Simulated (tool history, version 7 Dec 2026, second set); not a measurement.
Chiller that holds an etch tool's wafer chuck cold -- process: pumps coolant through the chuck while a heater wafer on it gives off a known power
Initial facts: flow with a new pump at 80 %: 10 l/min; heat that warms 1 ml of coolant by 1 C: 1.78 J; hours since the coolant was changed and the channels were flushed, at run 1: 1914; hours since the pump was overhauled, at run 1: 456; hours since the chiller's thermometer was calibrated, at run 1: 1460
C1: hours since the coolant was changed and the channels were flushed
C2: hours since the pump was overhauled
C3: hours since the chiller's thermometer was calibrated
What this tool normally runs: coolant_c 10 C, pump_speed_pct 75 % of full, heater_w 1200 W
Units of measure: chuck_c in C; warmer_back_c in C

Run 1, hour 0.0: usual settings; C1 1914; C2 456; C3 1460. Result: chuck_c 19.6 C, warmer_back_c 4.35 C.
Run 2, hour 59.5: usual settings but pump_speed_pct 68 % of full; C1 1973; C2 515; C3 1520. Result: chuck_c 20.3 C, warmer_back_c 4.85 C.
Run 3, hour 121.6: usual settings; C1 2035; C2 577; C3 1582. Result: chuck_c 19.4 C, warmer_back_c 4.36 C.
Run 4, hour 170.5: usual settings; C1 2084; C2 626; C3 1631. Result: chuck_c 19.4 C, warmer_back_c 4.32 C.
Run 5, hour 224.2: usual settings but coolant_c 5 C; C1 2138; C2 680; C3 1684. Result: chuck_c 14.2 C, warmer_back_c 4.33 C.
Run 6, hour 266.6: usual settings; C1 2180; C2 722; C3 1727. Result: chuck_c 19.5 C, warmer_back_c 4.39 C.
Run 7, hour 320.1: usual settings but pump_speed_pct 81 % of full; C1 2234; C2 776; C3 1780. Result: chuck_c 19.1 C, warmer_back_c 3.94 C.
Run 8, hour 398.9: usual settings but coolant_c 18 C; C1 2313; C2 855; C3 1859. Result: chuck_c 27.5 C, warmer_back_c 4.31 C.
Run 9, hour 459.4: usual settings; C1 2373; C2 915; C3 1919. Result: chuck_c 19.7 C, warmer_back_c 4.28 C.
Run 10, hour 524.0: usual settings but coolant_c 5 C, pump_speed_pct 90 % of full, heater_w 1182 W; C1 2438; C2 980; C3 1984. Result: chuck_c 13.1 C, warmer_back_c 3.45 C.
Run 11, hour 567.2: usual settings but coolant_c 2 C, pump_speed_pct 91 % of full, heater_w 1740 W; C1 2481; C2 1023; C3 2027. Result: chuck_c 14.0 C, warmer_back_c 4.97 C.

What will run 12 give?
Run 12, hour 608.9: usual settings but coolant_c 2 C, pump_speed_pct 67 % of full, heater_w 1740 W; C1 2523; C2 1065; C3 2069. Result: chuck_c ?, warmer_back_c ?.

chuck_c: 17.1 C
warmer_back_c: 7.08 C
Were there no unlogged condition in the tool, this run, its random variation unchanged, would have produced chuck_c 17.1 C, warmer_back_c 7.15 C.
